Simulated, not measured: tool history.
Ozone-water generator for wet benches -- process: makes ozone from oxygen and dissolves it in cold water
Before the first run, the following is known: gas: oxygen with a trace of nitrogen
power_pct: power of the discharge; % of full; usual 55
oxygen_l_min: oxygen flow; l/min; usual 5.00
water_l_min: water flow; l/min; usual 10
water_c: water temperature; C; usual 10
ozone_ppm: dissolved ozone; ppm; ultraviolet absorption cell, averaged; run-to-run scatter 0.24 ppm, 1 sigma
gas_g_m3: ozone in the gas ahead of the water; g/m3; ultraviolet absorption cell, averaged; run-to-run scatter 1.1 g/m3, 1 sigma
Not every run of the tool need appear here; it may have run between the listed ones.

run   hour  power_pct  oxygen_l_min  water_l_min  water_c  ozone_ppm  gas_g_m3
  1    0.0         55          5.00           10       10       36.7     196.0
  2   20.7         55          2.68           10       10       38.5     281.9
  3   45.5         55          2.68           10       10       38.5     286.7
  4   76.7         55          2.68           10       10       38.9     285.9
  5   94.1         55          2.68           10       10       38.7     283.1
  6  115.5         55          2.68           10       10       38.4     281.4
  7  146.5         55          2.68           10       10       37.9     280.9
  8  172.9         55          2.68           10       10       38.3     283.8
  9  191.1         55          5.00           10       14       34.5     194.7
 10  209.2         55          5.00           10        5       40.2     195.4
 11  240.6         55          5.00           10        5       40.4     193.5
 12  261.4         55          5.00           10        5       40.9     194.3
 13  275.8         43          5.00           10       10       29.3     152.3
 14  307.5         55          2.82           13        6       31.6     272.1
 15  332.8         55          2.76           10       10       38.2     274.5
 16  365.6         55          4.07            9        8       42.3     216.6
 17  394.0         55          4.66           12       10       32.1     200.4
 18  411.2         83          5.00           10       10       54.6     282.2
 19  441.8         55          5.12           14       10       27.7     190.0
 20  468.9         55          5.12           14        6       30.1     190.2
 21  497.6         41          5.00           10       10       28.1     145.7
 22  518.2         41          5.00           10       10       28.1     144.8
 23  549.6         41          5.00           10       10       28.0     144.3
 24  565.9         48          5.00            8       10       37.5     168.9
 25  585.8         48          5.31            6        9       44.9     161.9

Run by run, hidden condition taken away, random variation retained:
Hidden state at play: yield of the discharge, % of new electrodes'; contactor's efficiency, % of a clean one's; true water temperature over the reading, C; drift of the gauge itself on ozone_ppm, %; drift of the gauge itself on gas_g_m3, %.
run  gas_g_m3
  1     196.0
  2     282.1
  3     287.2
  4     286.8
  5     284.1
  6     282.7
  7     282.5
  8     285.7
  9     196.1
 10     196.9
 11     195.3
 12     196.3
 13     154.0
 14     275.4
 15     278.0
 16     219.7
 17     203.5
 18     286.8
 19     193.3
 20     193.7
 21     148.5
 22     147.8
 23     147.4
 24     172.7
 25     165.6
ozone_ppm without the hidden state equals the measured value, run for run.
